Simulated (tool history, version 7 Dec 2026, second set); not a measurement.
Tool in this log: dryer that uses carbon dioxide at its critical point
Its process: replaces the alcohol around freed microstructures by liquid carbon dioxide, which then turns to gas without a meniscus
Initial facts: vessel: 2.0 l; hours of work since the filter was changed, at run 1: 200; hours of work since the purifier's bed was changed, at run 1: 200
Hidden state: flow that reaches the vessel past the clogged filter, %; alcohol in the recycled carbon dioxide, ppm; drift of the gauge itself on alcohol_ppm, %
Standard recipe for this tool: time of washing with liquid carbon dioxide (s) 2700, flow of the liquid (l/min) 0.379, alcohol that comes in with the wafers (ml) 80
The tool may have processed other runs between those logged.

run	day	time of washing with liquid carbon dioxide (s)	flow of the liquid (l/min)	alcohol that comes in with the wafers (ml)	hours of work since the filter was changed	hours of work since the purifier's bed was changed	alcohol left in the vessel before it's heated (ppm by volume)
1	0	2700	0.379	80	200	200	164
2	1.604	2700	0.321	80	216	216	330
3	3.421	2700	0.321	80	233	233	335
4	4.967	2700	0.379	80	248	248	192
5	7.008	2700	0.423	80	268	268	115
6	9.879	2700	0.379	80	296	296	196
7	11.254	2700	0.379	80	309	309	223
8	12.9	2700	0.379	80	325	325	218
# day 13.579: inlet filter changed
9	14.433	2700	0.279	80	8	339	397
10	16.479	2700	0.279	80	28	359	419
11	18.167	2700	0.279	80	44	376	456
12	20.796	2700	0.279	80	70	401	466
13	23.767	2700	0.379	80	99	430	156
14	25.062	2700	0.379	80	111	443	174
15	27.5	2700	0.379	80	135	466	200
16	30.4	2700	0.467	80	163	494	122
17	31.825	2700	0.467	80	177	508	128
18	33.396	2700	0.602	77	192	523	112
19	35.846	2700	0.602	77	216	547	115
20	37.908	3060	0.635	27	236	567	117
21	40.629	2400	0.378	44	262	593	247
22	42.717	2340	0.379	70	282	614	363
23	44.475	2340	0.379	70	300	631	367
24	46.779	2280	0.368	31	322	653	280
# day 47.746: inlet filter changed
25	49.629	2700	0.379	98	18	680	213
26	52.471	2700	0.379	63	46	708	200
27	54.721	2880	0.642	27	68	730	143
28	56.112	2880	0.642	27	81	743	148
29	57.808	2880	0.642	27	98	760	156
30	59.625	2340	0.303	80	115	777	721
31	61.692	2460	0.243	33	135	797	644
32	64.225	2460	0.243	33	160	822	631
# day 66.362: purifier's bed changed
33	66.592	2460	0.243	33	181	2	511

Predict each of these 5 candidate next runs independently; none follows another, all start after run 33:
A	69.167	3900	0.344	68	206	27	?
B	69.167	2700	0.464	80	206	27	?
C	69.167	2460	0.522	33	206	27	?
D	69.167	2160	0.359	51	206	27	?
E	69.167	3000	0.33	80	206	27	?

run	alcohol left in the vessel before it's heated (ppm by volume)
A	27
B	42
C	12
D	293
E	142
What these runs would have given with no unlogged condition in the tool:
run	alcohol left in the vessel before it's heated (ppm by volume)
A	13
B	21
C	1
D	179
E	76
